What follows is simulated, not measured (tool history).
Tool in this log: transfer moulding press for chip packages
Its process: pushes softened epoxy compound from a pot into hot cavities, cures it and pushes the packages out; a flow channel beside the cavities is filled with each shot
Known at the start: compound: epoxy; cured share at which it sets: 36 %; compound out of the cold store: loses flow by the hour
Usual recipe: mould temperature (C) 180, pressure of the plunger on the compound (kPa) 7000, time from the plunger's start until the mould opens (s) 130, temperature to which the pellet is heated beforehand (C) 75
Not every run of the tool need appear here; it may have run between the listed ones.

| run | hour | mould temperature (C) | pressure of the plunger on the compound (kPa) | time from the plunger's start until the mould opens (s) | temperature to which the pellet is heated beforehand (C) | incoming compound's hours out of the cold store | length that the compound runs in the flow channel (mm) | greatest force on the pins that push the packages out (N) |
|---|---|---|---|---|---|---|---|---|
| 1 | 0 | 180 | 7000 | 130 | 75 | 44 | 867 | 953 |
|  | 13.9 | cavities cleaned with cleaning compound and waxed |
| 2 | 82.2 | 180 | 7000 | 130 | 75 | 31.5 | 878 | 1090 |
|  | 100.9 | cavities cleaned with cleaning compound and waxed |
|  | 110 | plunger's sealing rings changed |
| 3 | 173.8 | 180 | 7000 | 124 | 75 | 9.1 | 995 | 1131 |
|  | 189.7 | cavities cleaned with cleaning compound and waxed |
| 4 | 254.3 | 180 | 7000 | 124 | 75 | 26.5 | 947 | 974 |
|  | 277.6 | cavities cleaned with cleaning compound and waxed |
| 5 | 324.8 | 180 | 7000 | 124 | 75 | 11.3 | 969 | 973 |
|  | 366.9 | cavities cleaned with cleaning compound and waxed |
| 6 | 400.8 | 180 | 7000 | 124 | 75 | 19.9 | 937 | 873 |
|  | 456 | cavities cleaned with cleaning compound and waxed |
| 7 | 483.6 | 180 | 7000 | 124 | 75 | 22.7 | 924 | 816 |
|  | 538.9 | cavities cleaned with cleaning compound and waxed, once more |
|  | 549 | mould's thermocouples calibrated |
| 8 | 567.7 | 180 | 7000 | 130 | 75 | 35.7 | 893 | 706 |
| 9 | 615.3 | 180 | 7000 | 130 | 75 | 25.5 | 896 | 912 |
|  | 632.6 | cavities cleaned with cleaning compound and waxed |
| 10 | 704.4 | 180 | 7000 | 130 | 75 | 16.9 | 909 | 925 |
|  | 724.2 | plunger's sealing rings changed |
|  | 725.7 | cavities cleaned with cleaning compound and waxed |
| 11 | 754.6 | 180 | 7000 | 130 | 75 | 33.5 | 946 | 698 |
| 12 | 791.5 | 180 | 7000 | 130 | 75 | 30.8 | 931 | 882 |
|  | 812.9 | cavities cleaned with cleaning compound and waxed |
| 13 | 857.4 | 180 | 7000 | 130 | 75 | 13.3 | 973 | 835 |
| 14 | 895.6 | 180 | 7000 | 130 | 68 | 32.9 | 919 | 938 |
|  | 901.2 | cavities cleaned with cleaning compound and waxed |
| 15 | 945.2 | 180 | 7000 | 130 | 68 | 10.5 | 957 | 831 |
|  | 987.1 | cavities cleaned with cleaning compound and waxed |
| 16 | 1007.7 | 180 | 7000 | 130 | 68 | 29.1 | 924 | 689 |
|  | 1075.2 | cavities cleaned with cleaning compound and waxed |
| 17 | 1082.6 | 177 | 7000 | 130 | 70 | 17.7 | 953 | 736 |
| 18 | 1151.9 | 177 | 7000 | 130 | 70 | 30.2 | 917 | 1166 |
|  | 1159.9 | cavities cleaned with cleaning compound and waxed |
| 19 | 1189.6 | 177 | 7000 | 130 | 70 | 31.7 | 909 | 884 |
| 20 | 1227.9 | 180 | 7380 | 130 | 75 | 36.4 | 906 | 895 |
|  | 1248.8 | cavities cleaned with cleaning compound and waxed |
| 21 | 1297.4 | 186 | 7000 | 167 | 75 | 43.6 | 825 | 596 |
|  | 1333.8 | plunger's sealing rings changed |
|  | 1339.2 | cavities cleaned with cleaning compound and waxed |
| 22 | 1339.2 | 177 | 8560 | 130 | 75 | 32.8 | 1071 | 603 |
| 23 | 1400.3 | 177 | 8560 | 130 | 75 | 41.5 | 1048 | 1056 |
|  | 1430.2 | cavities cleaned with cleaning compound and waxed |
| 24 | 1460.6 | 180 | 6830 | 160 | 78 | 9.6 | 963 | 563 |
|  | 1492.6 | mould's thermocouples calibrated |
|  | 1517.8 | cavities cleaned with cleaning compound and waxed |
| 25 | 1535 | 181 | 5680 | 154 | 75 | 14 | 853 | 503 |
| 26 | 1588.7 | 187 | 6170 | 130 | 67 | 32.4 | 827 | 675 |
|  | 1603 | cavities cleaned with cleaning compound and waxed |
| 27 | 1644.5 | 185 | 7000 | 130 | 75 | 41.3 | 871 | 615 |

Selected run-to-run steps in length that the compound runs in the flow channel (mm), each split into two signed amounts: the part the tool would show with no hidden state at all (from settings, incoming material and random variation), and the remainder, which goes to the hidden state together with any gauge scatter not common to the measured and the hidden-state-free results:
The tool's hidden condition here consists of: true mould temperature over the reading, C; pressure that reaches the compound, % of what is set; grip of the stained cavities, % over clean ones'; drift of the gauge itself on flow_mm, %; drift of the gauge itself on push_out_n, %.
Run 2 -> 3: time from the plunger's start until the mould opens (s) 130 -> 124, cavities cleaned with cleaning compound and waxed, plunger's sealing rings changed. length that the compound runs in the flow channel (mm) +117: hidden state +60, all else +57.
Run 10 -> 11: plunger's sealing rings changed, cavities cleaned with cleaning compound and waxed. length that the compound runs in the flow channel (mm) +37: hidden state +66, all else -29.
Run 21 -> 22: mould temperature (C) 186 -> 177, pressure of the plunger on the compound (kPa) 7000 -> 8560, time from the plunger's start until the mould opens (s) 167 -> 130, plunger's sealing rings changed, cavities cleaned with cleaning compound and waxed. length that the compound runs in the flow channel (mm) +246: hidden state +61, all else +185.
